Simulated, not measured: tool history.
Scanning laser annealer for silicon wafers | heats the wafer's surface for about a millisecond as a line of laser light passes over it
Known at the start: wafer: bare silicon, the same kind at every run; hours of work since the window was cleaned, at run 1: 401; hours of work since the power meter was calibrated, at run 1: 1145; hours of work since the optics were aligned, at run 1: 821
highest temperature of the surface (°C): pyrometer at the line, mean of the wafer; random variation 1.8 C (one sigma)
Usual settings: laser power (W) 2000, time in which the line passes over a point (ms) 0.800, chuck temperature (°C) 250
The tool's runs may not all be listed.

| run | hour | laser power (W) | time in which the line passes over a point (ms) | chuck temperature (°C) | hours of work since the window was cleaned | hours of work since the power meter was calibrated | hours of work since the optics were aligned | highest temperature of the surface (°C) |
|---|---|---|---|---|---|---|---|---|
| 1 | 0.0 | 2000 | 0.800 | 250 | 401 | 1145 | 821 | 1011 |
| 2 | 25.7 | 2000 | 0.800 | 250 | 416 | 1160 | 837 | 1013 |
| 3 | 62.0 | 2000 | 0.800 | 250 | 438 | 1181 | 858 | 1013 |
| 4 | 108.6 | 2000 | 0.800 | 250 | 465 | 1208 | 885 | 1009 |
| 5 | 139.8 | 2000 | 0.800 | 250 | 483 | 1227 | 903 | 1010 |
| 6 | 167.6 | 2000 | 0.800 | 250 | 499 | 1243 | 920 | 1009 |
| 7 | 204.1 | 1776 | 0.800 | 250 | 521 | 1264 | 941 | 931 |
| 8 | 247.2 | 2000 | 0.800 | 250 | 546 | 1290 | 966 | 1009 |
| 9 | 268.5 | 2000 | 0.572 | 250 | 558 | 1302 | 979 | 880 |
| 10 | 312.3 | 2000 | 0.572 | 250 | 584 | 1328 | 1004 | 880 |
| 11 | 347.2 | 2000 | 0.572 | 250 | 604 | 1348 | 1025 | 882 |
| 12 | 377.5 | 2000 | 0.572 | 250 | 622 | 1366 | 1042 | 882 |
|  | 415.6 | optics aligned, line set to its width |
| 13 | 418.1 | 2000 | 0.800 | 250 | 643 | 1387 | 1 | 1007 |
| 14 | 439.8 | 2000 | 0.800 | 250 | 656 | 1399 | 14 | 1011 |
| 15 | 465.5 | 2000 | 0.800 | 250 | 671 | 1414 | 29 | 1011 |
| 16 | 501.5 | 2000 | 0.800 | 253 | 692 | 1435 | 50 | 1016 |
| 17 | 543.7 | 2000 | 0.800 | 253 | 716 | 1460 | 75 | 1012 |
| 18 | 584.1 | 2000 | 0.615 | 253 | 740 | 1484 | 99 | 912 |
| 19 | 632.3 | 2000 | 0.800 | 250 | 768 | 1512 | 127 | 1009 |
| 20 | 679.8 | 2000 | 0.800 | 250 | 796 | 1540 | 155 | 1013 |
| 21 | 725.6 | 2000 | 0.800 | 250 | 823 | 1566 | 181 | 1009 |
| 22 | 758.7 | 1703 | 0.883 | 248 | 842 | 1586 | 201 | 941 |
| 23 | 784.4 | 2019 | 0.615 | 268 | 857 | 1601 | 216 | 929 |
| 24 | 822.1 | 2016 | 0.800 | 250 | 879 | 1623 | 238 | 1018 |
| 25 | 853.9 | 1741 | 0.701 | 261 | 898 | 1642 | 256 | 879 |
| 26 | 891.6 | 1796 | 0.974 | 212 | 920 | 1664 | 278 | 981 |
|  | 924.9 | window over the wafer cleaned |
| 27 | 941.2 | 2120 | 0.908 | 221 | 10 | 1691 | 306 | 1084 |
| 28 | 962.8 | 2014 | 0.760 | 247 | 22 | 1704 | 319 | 991 |
| 29 | 987.6 | 1986 | 0.888 | 237 | 37 | 1719 | 333 | 1037 |
| 30 | 1031.5 | 1701 | 0.687 | 254 | 62 | 1744 | 359 | 855 |
| 31 | 1052.5 | 2000 | 0.800 | 280 | 75 | 1757 | 371 | 1041 |
| 32 | 1074.1 | 1828 | 0.800 | 214 | 87 | 1769 | 384 | 912 |
| 33 | 1113.2 | 1828 | 0.602 | 225 | 110 | 1792 | 407 | 820 |
| 34 | 1135.3 | 1828 | 0.602 | 243 | 123 | 1805 | 420 | 841 |
| 35 | 1165.3 | 1762 | 0.851 | 250 | 141 | 1823 | 437 | 946 |
| 36 | 1205.8 | 2059 | 0.684 | 264 | 164 | 1846 | 461 | 982 |
| 37 | 1238.1 | 2059 | 0.684 | 264 | 183 | 1865 | 480 | 982 |
| 38 | 1268.3 | 2059 | 0.701 | 218 | 201 | 1883 | 498 | 947 |
| 39 | 1302.1 | 2059 | 0.701 | 218 | 221 | 1903 | 517 | 945 |
| 40 | 1351.8 | 2087 | 0.954 | 219 | 250 | 1932 | 546 | 1091 |

4 ways to go on from here, each from the tool as it stands after run 40. What would each give?
| A | 1372.5 | 2104 | 0.954 | 227 | 262 | 1944 | 559 | ? |
| B | 1372.5 | 1714 | 0.748 | 225 | 262 | 1944 | 559 | ? |
| C | 1372.5 | 1926 | 0.792 | 250 | 262 | 1944 | 559 | ? |
| D | 1372.5 | 2113 | 0.927 | 286 | 262 | 1944 | 559 | ? |

| run | highest temperature of the surface (°C) |
|---|---|
| A | 1103 |
| B | 856 |
| C | 978 |
| D | 1152 |
Without the tool's hidden state the same runs would have given:
| run | highest temperature of the surface (°C) |
|---|---|
| A | 1103 |
| B | 856 |
| C | 978 |
| D | 1153 |
